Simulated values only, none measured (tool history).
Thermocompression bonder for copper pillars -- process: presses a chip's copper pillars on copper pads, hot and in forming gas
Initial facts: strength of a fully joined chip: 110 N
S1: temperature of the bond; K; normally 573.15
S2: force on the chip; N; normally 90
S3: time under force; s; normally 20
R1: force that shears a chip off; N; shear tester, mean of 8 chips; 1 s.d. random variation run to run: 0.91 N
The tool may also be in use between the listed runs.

run 1 hour=0 | S1=573.15 S2=90 S3=20 | R1=69
run 2 hour=16.9 | S1=573.15 S2=90 S3=20 | R1=67.5
run 3 hour=31.6 | S1=573.15 S2=57 S3=20 | R1=45.3
-- hour=45.4 heater calibrated with a thermocouple chip
run 4 hour=52.7 | S1=573.15 S2=90 S3=12 | R1=66.5
run 5 hour=63.1 | S1=573.15 S2=90 S3=16 | R1=71.2
run 6 hour=73.1 | S1=573.15 S2=90 S3=16 | R1=71.9
run 7 hour=82.3 | S1=573.15 S2=90 S3=16 | R1=70.5
run 8 hour=93 | S1=573.15 S2=90 S3=20 | R1=75.9
run 9 hour=113.8 | S1=573.15 S2=90 S3=20 | R1=77
run 10 hour=126.8 | S1=587.15 S2=90 S3=20 | R1=84.4
run 11 hour=145.8 | S1=587.15 S2=90 S3=20 | R1=83.3
run 12 hour=160.9 | S1=587.15 S2=90 S3=20 | R1=84.6
run 13 hour=180.2 | S1=587.15 S2=80 S3=25 | R1=82.8
run 14 hour=189.1 | S1=587.15 S2=80 S3=25 | R1=84.4
run 15 hour=202.2 | S1=573.15 S2=98 S3=20 | R1=81
run 16 hour=216.4 | S1=590.15 S2=85 S3=10 | R1=71.1
run 17 hour=227.3 | S1=573.15 S2=74 S3=20 | R1=63.7
run 18 hour=241 | S1=573.15 S2=74 S3=20 | R1=64
run 19 hour=252.1 | S1=548.15 S2=110 S3=25 | R1=70.5

Forecast each of these 5 alternatives for the next run:
run A hour=272.2 | S1=598.15 S2=110 S3=25 | R1=?
run B hour=272.2 | S1=573.15 S2=90 S3=38 | R1=?
run C hour=272.2 | S1=567.15 S2=73 S3=56 | R1=?
run D hour=272.2 | S1=566.15 S2=68 S3=20 | R1=?
run E hour=272.2 | S1=598.15 S2=61 S3=56 | R1=?

run=A R1=100.9
run=B R1=88.8
run=C R1=79.2
run=D R1=53.9
run=E R1=90
With no hidden state in the tool, these same runs would have given:
run=A R1=102.9
run=B R1=90.4
run=C R1=80.6
run=D R1=54.8
run=E R1=91.5
